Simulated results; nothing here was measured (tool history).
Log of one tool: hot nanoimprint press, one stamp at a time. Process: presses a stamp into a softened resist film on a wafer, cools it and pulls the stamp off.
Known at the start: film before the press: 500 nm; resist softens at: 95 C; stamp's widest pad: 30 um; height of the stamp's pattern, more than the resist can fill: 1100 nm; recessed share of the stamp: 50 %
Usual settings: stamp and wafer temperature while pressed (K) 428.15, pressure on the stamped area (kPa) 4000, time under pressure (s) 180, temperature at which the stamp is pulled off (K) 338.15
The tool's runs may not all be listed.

| run | hour | stamp and wafer temperature while pressed (K) | pressure on the stamped area (kPa) | time under pressure (s) | temperature at which the stamp is pulled off (K) | resist left under the stamp's widest pad (nm) | greatest force while the stamp is pulled off (N) |
|---|---|---|---|---|---|---|---|
| 1 | 0 | 428.15 | 4000 | 180 | 338.15 | 271.5 | 189 |
| 2 | 7.8 | 428.15 | 4650 | 180 | 338.15 | 251.2 | 189 |
| 3 | 16.5 | 428.15 | 4650 | 180 | 338.15 | 251.9 | 189 |
| 4 | 21.9 | 428.15 | 4000 | 138 | 338.15 | 293.8 | 193 |
| 5 | 31.2 | 428.15 | 4000 | 180 | 338.15 | 275.6 | 192 |
| 6 | 42 | 428.15 | 4000 | 180 | 337.15 | 270.2 | 188 |
| 7 | 50.9 | 428.15 | 4000 | 180 | 337.15 | 271.1 | 184 |
| 8 | 61.9 | 428.15 | 4000 | 180 | 337.15 | 273.4 | 188 |
| 9 | 70.3 | 428.15 | 4000 | 180 | 337.15 | 272.9 | 188 |
| 10 | 75.8 | 428.15 | 4000 | 180 | 337.15 | 271.8 | 185 |
| 11 | 81.3 | 428.15 | 4000 | 180 | 337.15 | 273.9 | 190 |
| 12 | 86.4 | 428.15 | 4000 | 180 | 337.15 | 271.6 | 193 |
| 13 | 92.6 | 428.15 | 4000 | 180 | 338.15 | 271.7 | 188 |
| 14 | 102.7 | 428.15 | 4000 | 180 | 338.15 | 274.3 | 183 |
| 15 | 110.3 | 428.15 | 4000 | 180 | 338.15 | 275.8 | 190 |
| 16 | 114.8 | 428.15 | 4780 | 154 | 338.15 | 264.5 | 187 |
| 17 | 121.5 | 428.15 | 2610 | 110 | 338.15 | 371 | 190 |
| 18 | 131.4 | 428.15 | 2610 | 110 | 338.15 | 374.3 | 190 |
| 19 | 141.5 | 428.15 | 2610 | 110 | 338.15 | 375.5 | 184 |
| 20 | 147.9 | 428.15 | 2610 | 110 | 338.15 | 373 | 190 |
|  | 159 | stamp cleaned and given a new release coat |
| 21 | 164.8 | 426.15 | 6340 | 194 | 338.15 | 228.5 | 186 |
| 22 | 172.8 | 416.15 | 3360 | 180 | 338.15 | 397.3 | 186 |
| 23 | 177.3 | 416.15 | 2470 | 180 | 338.15 | 428.8 | 186 |
| 24 | 187.9 | 424.15 | 4000 | 264 | 338.15 | 274.1 | 187 |
| 25 | 196.8 | 416.15 | 4000 | 102 | 338.15 | 418.5 | 188 |
| 26 | 205.8 | 426.15 | 4000 | 180 | 339.15 | 296.8 | 187 |
| 27 | 210.3 | 420.15 | 6350 | 180 | 323.15 | 281.8 | 207 |
| 28 | 215.9 | 420.15 | 6350 | 180 | 323.15 | 280.9 | 208 |
|  | 221.7 | gauge calibrated |
| 29 | 224.8 | 435.15 | 4450 | 180 | 329.15 | 212.1 | 200 |
| 30 | 231.7 | 432.15 | 3540 | 109 | 329.15 | 300.6 | 199 |

The same runs without the tool's hidden state, with the same run-to-run variation:
The hidden state here: true temperature over the reading, C; pressure that arrives at the usual setting, %; grip of the stamp's worn release coat, % over a new coat's; drift of the gauge itself on residual_nm, %; drift of the gauge itself on pull_off_n, %.
| run | resist left under the stamp's widest pad (nm) |
|---|---|
| 1 | 271.4 |
| 2 | 250.9 |
| 3 | 251.3 |
| 4 | 292.8 |
| 5 | 274.4 |
| 6 | 268.6 |
| 7 | 269.2 |
| 8 | 271.1 |
| 9 | 270.3 |
| 10 | 269 |
| 11 | 270.8 |
| 12 | 268.4 |
| 13 | 268.2 |
| 14 | 270.5 |
| 15 | 271.6 |
| 16 | 260.3 |
| 17 | 364.9 |
| 18 | 367.7 |
| 19 | 368.4 |
| 20 | 365.6 |
| 21 | 223.6 |
| 22 | 388.4 |
| 23 | 419 |
| 24 | 267.4 |
| 25 | 408 |
| 26 | 288.9 |
| 27 | 274.1 |
| 28 | 273 |
| 29 | 211.9 |
| 30 | 300 |
greatest force while the stamp is pulled off (N): within 1 of the measured result in every run.
